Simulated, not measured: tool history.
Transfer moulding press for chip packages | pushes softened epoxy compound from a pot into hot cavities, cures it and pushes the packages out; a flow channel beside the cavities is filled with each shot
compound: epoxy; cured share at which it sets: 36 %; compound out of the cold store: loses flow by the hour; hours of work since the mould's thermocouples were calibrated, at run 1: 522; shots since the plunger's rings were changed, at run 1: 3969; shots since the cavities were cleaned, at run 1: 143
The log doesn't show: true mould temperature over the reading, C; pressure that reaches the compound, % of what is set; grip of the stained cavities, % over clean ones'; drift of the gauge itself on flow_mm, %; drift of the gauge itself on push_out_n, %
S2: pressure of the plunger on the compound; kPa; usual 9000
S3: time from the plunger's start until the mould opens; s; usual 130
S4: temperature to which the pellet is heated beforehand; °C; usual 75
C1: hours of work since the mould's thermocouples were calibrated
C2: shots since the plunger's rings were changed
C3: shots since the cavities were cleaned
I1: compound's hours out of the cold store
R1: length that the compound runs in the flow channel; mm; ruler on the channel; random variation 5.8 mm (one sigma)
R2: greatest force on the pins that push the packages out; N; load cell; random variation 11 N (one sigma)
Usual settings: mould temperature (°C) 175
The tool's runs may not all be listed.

{"run": 1, "hour": 0.0, "mould temperature (°C)": 175, "S2": 9000, "S3": 130, "S4": 75, "C1": 522, "C2": 3969, "C3": 143, "I1": 10.2, "R1": 837, "R2": 570}
{"hour": 76.5, "done": "cavities cleaned with cleaning compound and waxed"}
{"run": 2, "hour": 94.3, "mould temperature (°C)": 175, "S2": 9000, "S3": 130, "S4": 75, "C1": 560, "C2": 4553, "C3": 112, "I1": 21.1, "R1": 782, "R2": 555}
{"hour": 133.0, "done": "plunger's sealing rings changed"}
{"run": 3, "hour": 171.6, "mould temperature (°C)": 179, "S2": 9000, "S3": 130, "S4": 75, "C1": 591, "C2": 243, "C3": 583, "I1": 8.4, "R1": 843, "R2": 727}
{"hour": 180.2, "done": "cavities cleaned with cleaning compound and waxed"}
{"run": 4, "hour": 238.0, "mould temperature (°C)": 175, "S2": 9000, "S3": 130, "S4": 75, "C1": 617, "C2": 652, "C3": 364, "I1": 15.6, "R1": 830, "R2": 754}
{"hour": 285.0, "done": "cavities cleaned with cleaning compound and waxed"}
{"run": 5, "hour": 317.8, "mould temperature (°C)": 175, "S2": 9000, "S3": 130, "S4": 75, "C1": 649, "C2": 1145, "C3": 207, "I1": 31.3, "R1": 781, "R2": 613}
{"hour": 369.7, "done": "mould's thermocouples calibrated"}
{"run": 6, "hour": 374.7, "mould temperature (°C)": 175, "S2": 8750, "S3": 130, "S4": 75, "C1": 2, "C2": 1490, "C3": 552, "I1": 21.5, "R1": 809, "R2": 814}
{"hour": 392.8, "done": "cavities cleaned with cleaning compound and waxed"}
{"run": 7, "hour": 456.9, "mould temperature (°C)": 175, "S2": 7300, "S3": 130, "S4": 75, "C1": 35, "C2": 1998, "C3": 403, "I1": 36.2, "R1": 693, "R2": 756}
{"hour": 496.4, "done": "cavities cleaned with cleaning compound and waxed"}
{"run": 8, "hour": 512.7, "mould temperature (°C)": 175, "S2": 7300, "S3": 130, "S4": 75, "C1": 57, "C2": 2340, "C3": 103, "I1": 34.8, "R1": 683, "R2": 576}
{"run": 9, "hour": 580.4, "mould temperature (°C)": 175, "S2": 7300, "S3": 130, "S4": 75, "C1": 85, "C2": 2766, "C3": 529, "I1": 24.3, "R1": 724, "R2": 812}
{"hour": 597.8, "done": "cavities cleaned with cleaning compound and waxed"}
{"run": 10, "hour": 651.5, "mould temperature (°C)": 175, "S2": 9970, "S3": 130, "S4": 75, "C1": 113, "C2": 3204, "C3": 338, "I1": 40.3, "R1": 776, "R2": 705}
{"hour": 697.9, "done": "cavities cleaned with cleaning compound and waxed"}
{"run": 11, "hour": 740.9, "mould temperature (°C)": 175, "S2": 9970, "S3": 130, "S4": 75, "C1": 149, "C2": 3758, "C3": 271, "I1": 14.1, "R1": 858, "R2": 689}
{"hour": 803.5, "done": "cavities cleaned with cleaning compound and waxed"}
{"run": 12, "hour": 816.5, "mould temperature (°C)": 175, "S2": 9000, "S3": 130, "S4": 75, "C1": 179, "C2": 4224, "C3": 82, "I1": 26, "R1": 772, "R2": 562}
{"run": 13, "hour": 872.0, "mould temperature (°C)": 175, "S2": 9000, "S3": 130, "S4": 75, "C1": 202, "C2": 4574, "C3": 432, "I1": 23.1, "R1": 784, "R2": 787}
{"hour": 903.8, "done": "cavities cleaned with cleaning compound and waxed"}
{"hour": 915.6, "done": "plunger's sealing rings changed"}
{"run": 14, "hour": 975.9, "mould temperature (°C)": 175, "S2": 8370, "S3": 130, "S4": 82, "C1": 243, "C2": 379, "C3": 438, "I1": 47, "R1": 709, "R2": 729}
{"hour": 1008.2, "done": "cavities cleaned with cleaning compound and waxed"}
{"run": 15, "hour": 1047.0, "mould temperature (°C)": 173, "S2": 7420, "S3": 160, "S4": 76, "C1": 271, "C2": 817, "C3": 244, "I1": 27.6, "R1": 729, "R2": 586}
{"hour": 1109.6, "done": "cavities cleaned with cleaning compound and waxed"}
{"run": 16, "hour": 1132.0, "mould temperature (°C)": 175, "S2": 9250, "S3": 119, "S4": 75, "C1": 305, "C2": 1343, "C3": 141, "I1": 42.6, "R1": 763, "R2": 648}
{"run": 17, "hour": 1197.0, "mould temperature (°C)": 168, "S2": 6940, "S3": 133, "S4": 72, "C1": 332, "C2": 1752, "C3": 550, "I1": 21.9, "R1": 735, "R2": 1210}
{"hour": 1212.3, "done": "cavities cleaned with cleaning compound and waxed"}
{"run": 18, "hour": 1244.6, "mould temperature (°C)": 168, "S2": 7760, "S3": 133, "S4": 72, "C1": 350, "C2": 2042, "C3": 203, "I1": 47.4, "R1": 698, "R2": 855}
{"hour": 1315.2, "done": "cavities cleaned with cleaning compound and waxed"}
{"run": 19, "hour": 1341.4, "mould temperature (°C)": 168, "S2": 7760, "S3": 133, "S4": 72, "C1": 389, "C2": 2642, "C3": 165, "I1": 23.9, "R1": 765, "R2": 882}

Run 20 comes next. What will it give?
{"hour": 1414.6, "done": "cavities cleaned with cleaning compound and waxed"}
{"run": 20, "hour": 1438.8, "mould temperature (°C)": 175, "S2": 9350, "S3": 130, "S4": 76, "C1": 428, "C2": 3246, "C3": 153, "I1": 38.9, "R1": "?", "R2": "?"}

{"run 20": {"R1": 750, "R2": 581}}
Without the tool's hidden state the same run would have given R1 780 mm, R2 474 N.
